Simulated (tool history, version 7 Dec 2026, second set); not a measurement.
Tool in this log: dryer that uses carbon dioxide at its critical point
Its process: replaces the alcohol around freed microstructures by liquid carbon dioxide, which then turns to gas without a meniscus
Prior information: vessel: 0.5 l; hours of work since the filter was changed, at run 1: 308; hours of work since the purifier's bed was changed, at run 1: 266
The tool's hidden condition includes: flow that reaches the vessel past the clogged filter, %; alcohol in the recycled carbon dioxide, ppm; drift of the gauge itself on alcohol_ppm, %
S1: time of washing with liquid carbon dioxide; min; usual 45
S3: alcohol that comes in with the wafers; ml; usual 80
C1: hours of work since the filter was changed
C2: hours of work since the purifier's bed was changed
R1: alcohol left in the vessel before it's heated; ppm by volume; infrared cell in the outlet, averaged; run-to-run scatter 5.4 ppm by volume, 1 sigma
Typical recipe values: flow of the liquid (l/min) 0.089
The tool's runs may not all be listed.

{"run": 1, "day": 0.0, "S1": 45, "flow of the liquid (l/min)": 0.089, "S3": 80, "C1": 308, "C2": 266, "R1": 259}
{"run": 2, "day": 0.662, "S1": 45, "flow of the liquid (l/min)": 0.089, "S3": 80, "C1": 314, "C2": 272, "R1": 260}
{"run": 3, "day": 1.612, "S1": 45, "flow of the liquid (l/min)": 0.089, "S3": 80, "C1": 322, "C2": 280, "R1": 261}
{"run": 4, "day": 3.1, "S1": 45, "flow of the liquid (l/min)": 0.089, "S3": 80, "C1": 336, "C2": 294, "R1": 273}
{"run": 5, "day": 4.433, "S1": 45, "flow of the liquid (l/min)": 0.089, "S3": 80, "C1": 348, "C2": 306, "R1": 295}
{"run": 6, "day": 5.508, "S1": 45, "flow of the liquid (l/min)": 0.089, "S3": 80, "C1": 357, "C2": 316, "R1": 281}
{"run": 7, "day": 7.083, "S1": 45, "flow of the liquid (l/min)": 0.089, "S3": 80, "C1": 372, "C2": 330, "R1": 292}
{"run": 8, "day": 8.104, "S1": 45, "flow of the liquid (l/min)": 0.089, "S3": 80, "C1": 381, "C2": 339, "R1": 296}
{"run": 9, "day": 9.125, "S1": 45, "flow of the liquid (l/min)": 0.089, "S3": 80, "C1": 390, "C2": 348, "R1": 312}
{"run": 10, "day": 10.738, "S1": 45, "flow of the liquid (l/min)": 0.089, "S3": 80, "C1": 405, "C2": 363, "R1": 307}
{"run": 11, "day": 11.808, "S1": 45, "flow of the liquid (l/min)": 0.089, "S3": 80, "C1": 414, "C2": 373, "R1": 315}
{"run": 12, "day": 12.608, "S1": 45, "flow of the liquid (l/min)": 0.089, "S3": 34, "C1": 422, "C2": 380, "R1": 169}
{"run": 13, "day": 13.771, "S1": 45, "flow of the liquid (l/min)": 0.089, "S3": 34, "C1": 432, "C2": 390, "R1": 172}
{"run": 14, "day": 14.454, "S1": 51, "flow of the liquid (l/min)": 0.1051, "S3": 58, "C1": 438, "C2": 397, "R1": 87}
{"run": 15, "day": 15.221, "S1": 45, "flow of the liquid (l/min)": 0.1189, "S3": 99, "C1": 445, "C2": 403, "R1": 102}
{"run": 16, "day": 16.292, "S1": 44, "flow of the liquid (l/min)": 0.0708, "S3": 99, "C1": 455, "C2": 413, "R1": 1393}
{"run": 17, "day": 17.721, "S1": 44, "flow of the liquid (l/min)": 0.0708, "S3": 99, "C1": 468, "C2": 426, "R1": 1433}
{"run": 18, "day": 19.129, "S1": 53, "flow of the liquid (l/min)": 0.0723, "S3": 50, "C1": 481, "C2": 439, "R1": 304}
{"run": 19, "day": 20.171, "S1": 45, "flow of the liquid (l/min)": 0.089, "S3": 46, "C1": 490, "C2": 448, "R1": 237}
{"run": 20, "day": 21.658, "S1": 45, "flow of the liquid (l/min)": 0.089, "S3": 46, "C1": 503, "C2": 462, "R1": 248}
{"run": 21, "day": 23.192, "S1": 45, "flow of the liquid (l/min)": 0.089, "S3": 46, "C1": 517, "C2": 476, "R1": 242}
{"run": 22, "day": 23.967, "S1": 45, "flow of the liquid (l/min)": 0.089, "S3": 46, "C1": 524, "C2": 483, "R1": 251}
{"run": 23, "day": 25.442, "S1": 58, "flow of the liquid (l/min)": 0.0655, "S3": 51, "C1": 538, "C2": 496, "R1": 321}
{"run": 24, "day": 27.05, "S1": 45, "flow of the liquid (l/min)": 0.1362, "S3": 80, "C1": 552, "C2": 510, "R1": 91}
{"run": 25, "day": 28.417, "S1": 45, "flow of the liquid (l/min)": 0.1362, "S3": 80, "C1": 565, "C2": 523, "R1": 98}
{"run": 26, "day": 29.458, "S1": 50, "flow of the liquid (l/min)": 0.1362, "S3": 80, "C1": 574, "C2": 532, "R1": 88}

For each run, the measured value with the value that run would have given without the tool's hidden condition subtracted. The run-to-run variation is shared by both, the gauge scatter possibly not:
run=1 R1=+128
run=2 R1=+130
run=3 R1=+135
run=4 R1=+141
run=5 R1=+154
run=6 R1=+152
run=7 R1=+163
run=8 R1=+167
run=9 R1=+175
run=10 R1=+179
run=11 R1=+183
run=12 R1=+111
run=13 R1=+115
run=14 R1=+76
run=15 R1=+88
run=16 R1=+660
run=17 R1=+689
run=18 R1=+192
run=19 R1=+162
run=20 R1=+168
run=21 R1=+172
run=22 R1=+172
run=23 R1=+221
run=24 R1=+87
run=25 R1=+89
run=26 R1=+85
